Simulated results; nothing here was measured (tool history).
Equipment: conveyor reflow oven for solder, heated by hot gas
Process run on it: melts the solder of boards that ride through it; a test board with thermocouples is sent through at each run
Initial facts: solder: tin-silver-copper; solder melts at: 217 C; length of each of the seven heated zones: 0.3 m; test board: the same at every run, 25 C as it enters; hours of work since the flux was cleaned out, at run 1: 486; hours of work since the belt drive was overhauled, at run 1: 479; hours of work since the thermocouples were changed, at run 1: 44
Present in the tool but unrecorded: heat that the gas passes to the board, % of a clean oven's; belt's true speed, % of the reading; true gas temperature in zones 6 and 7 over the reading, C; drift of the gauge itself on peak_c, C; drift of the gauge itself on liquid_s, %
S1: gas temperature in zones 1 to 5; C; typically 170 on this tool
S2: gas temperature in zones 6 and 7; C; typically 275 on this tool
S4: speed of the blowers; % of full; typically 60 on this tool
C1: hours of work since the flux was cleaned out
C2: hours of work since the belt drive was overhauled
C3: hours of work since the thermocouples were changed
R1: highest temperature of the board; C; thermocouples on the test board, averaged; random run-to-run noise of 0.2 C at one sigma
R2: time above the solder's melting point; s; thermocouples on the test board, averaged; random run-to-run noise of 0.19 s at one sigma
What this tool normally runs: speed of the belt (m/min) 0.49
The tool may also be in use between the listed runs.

run 1 hour=0 | S1=170 S2=275 speed_of_the_belt_(m/min)=0.49 S4=60 | C1=486 C2=479 C3=44 | R1=252.1 R2=52.2
run 2 hour=9.2 | S1=170 S2=275 speed_of_the_belt_(m/min)=0.49 S4=60 | C1=491 C2=484 C3=49 | R1=252.3 R2=52.5
-- hour=16.9 flux residue cleaned out of gas plates and filters
run 3 hour=23.9 | S1=170 S2=275 speed_of_the_belt_(m/min)=0.49 S4=60 | C1=4 C2=490 C3=54 | R1=252.4 R2=52.3
run 4 hour=29.2 | S1=170 S2=275 speed_of_the_belt_(m/min)=0.49 S4=60 | C1=7 C2=493 C3=58 | R1=252.4 R2=52.5
run 5 hour=37.6 | S1=170 S2=275 speed_of_the_belt_(m/min)=0.49 S4=60 | C1=12 C2=497 C3=62 | R1=252.3 R2=52.7
run 6 hour=41.9 | S1=170 S2=275 speed_of_the_belt_(m/min)=0.49 S4=60 | C1=14 C2=500 C3=65 | R1=252.2 R2=52.2
run 7 hour=49.9 | S1=170 S2=275 speed_of_the_belt_(m/min)=0.49 S4=60 | C1=19 C2=504 C3=69 | R1=252.6 R2=52.4
run 8 hour=57.7 | S1=170 S2=275 speed_of_the_belt_(m/min)=0.49 S4=60 | C1=23 C2=509 C3=74 | R1=252.2 R2=52.9
run 9 hour=65.5 | S1=170 S2=275 speed_of_the_belt_(m/min)=0.49 S4=60 | C1=28 C2=513 C3=78 | R1=252.4 R2=52.7
run 10 hour=71 | S1=170 S2=269 speed_of_the_belt_(m/min)=0.49 S4=60 | C1=31 C2=516 C3=81 | R1=247.6 R2=48.6
run 11 hour=76.3 | S1=170 S2=275 speed_of_the_belt_(m/min)=0.454 S4=60 | C1=34 C2=519 C3=84 | R1=255.4 R2=59.8
run 12 hour=82.5 | S1=170 S2=275 speed_of_the_belt_(m/min)=0.454 S4=60 | C1=37 C2=523 C3=88 | R1=255.8 R2=59.6
run 13 hour=89.3 | S1=158 S2=275 speed_of_the_belt_(m/min)=0.49 S4=60 | C1=41 C2=527 C3=92 | R1=249.8 R2=46.6
run 14 hour=95.1 | S1=170 S2=275 speed_of_the_belt_(m/min)=0.49 S4=60 | C1=45 C2=530 C3=95 | R1=252.3 R2=52.4
run 15 hour=99.7 | S1=170 S2=275 speed_of_the_belt_(m/min)=0.49 S4=60 | C1=47 C2=533 C3=98 | R1=252.8 R2=52.6
run 16 hour=105.9 | S1=174 S2=275 speed_of_the_belt_(m/min)=0.49 S4=60 | C1=51 C2=536 C3=101 | R1=253.2 R2=54.3
run 17 hour=111.6 | S1=174 S2=275 speed_of_the_belt_(m/min)=0.49 S4=60 | C1=54 C2=540 C3=104 | R1=253.5 R2=54.3
run 18 hour=119.9 | S1=166 S2=275 speed_of_the_belt_(m/min)=0.49 S4=90 | C1=59 C2=544 C3=109 | R1=259.1 R2=57.4
run 19 hour=127.6 | S1=163 S2=275 speed_of_the_belt_(m/min)=0.396 S4=62 | C1=63 C2=549 C3=114 | R1=259.5 R2=70
run 20 hour=132.1 | S1=163 S2=275 speed_of_the_belt_(m/min)=0.396 S4=62 | C1=66 C2=551 C3=116 | R1=259.3 R2=70.5
run 21 hour=139.4 | S1=157 S2=286 speed_of_the_belt_(m/min)=0.49 S4=85 | C1=70 C2=555 C3=120 | R1=266.4 R2=58.4
run 22 hour=145.9 | S1=157 S2=286 speed_of_the_belt_(m/min)=0.49 S4=85 | C1=74 C2=559 C3=124 | R1=266.8 R2=58.1
run 23 hour=151.8 | S1=170 S2=268 speed_of_the_belt_(m/min)=0.49 S4=60 | C1=77 C2=563 C3=127 | R1=246.7 R2=47.6
run 24 hour=157.9 | S1=160 S2=264 speed_of_the_belt_(m/min)=0.406 S4=60 | C1=80 C2=566 C3=131 | R1=247.9 R2=57.9
run 25 hour=166.7 | S1=160 S2=264 speed_of_the_belt_(m/min)=0.406 S4=60 | C1=85 C2=571 C3=136 | R1=247.9 R2=58
run 26 hour=175.7 | S1=160 S2=264 speed_of_the_belt_(m/min)=0.406 S4=60 | C1=91 C2=576 C3=141 | R1=247.9 R2=57.7
run 27 hour=184.7 | S1=160 S2=264 speed_of_the_belt_(m/min)=0.406 S4=60 | C1=96 C2=581 C3=146 | R1=248.1 R2=57.5
run 28 hour=193.9 | S1=170 S2=278 speed_of_the_belt_(m/min)=0.49 S4=60 | C1=101 C2=587 C3=151 | R1=255.2 R2=54.2
run 29 hour=203.5 | S1=170 S2=278 speed_of_the_belt_(m/min)=0.49 S4=60 | C1=106 C2=592 C3=157 | R1=255 R2=53.9
run 30 hour=210.1 | S1=170 S2=278 speed_of_the_belt_(m/min)=0.49 S4=60 | C1=110 C2=596 C3=161 | R1=254.8 R2=54.3
run 31 hour=215.7 | S1=170 S2=278 speed_of_the_belt_(m/min)=0.49 S4=60 | C1=113 C2=599 C3=164 | R1=254.8 R2=54.5

Alternative continuations, all from the tool just after run 31; predict every row:
run A hour=220.3 | S1=170 S2=267 speed_of_the_belt_(m/min)=0.41 S4=60 | C1=116 C2=602 C3=166 | R1=? R2=?
run B hour=220.3 | S1=182 S2=275 speed_of_the_belt_(m/min)=0.49 S4=81 | C1=116 C2=602 C3=166 | R1=? R2=?
run C hour=220.3 | S1=164 S2=264 speed_of_the_belt_(m/min)=0.566 S4=60 | C1=116 C2=602 C3=166 | R1=? R2=?

run=A R1=252 R2=64.3
run=B R1=260 R2=62.5
run=C R1=235.7 R2=29.1
Without the tool's hidden state the same runs would have given:
run=A R1=252 R2=64.3
run=B R1=260 R2=62.5
run=C R1=235.7 R2=29.2
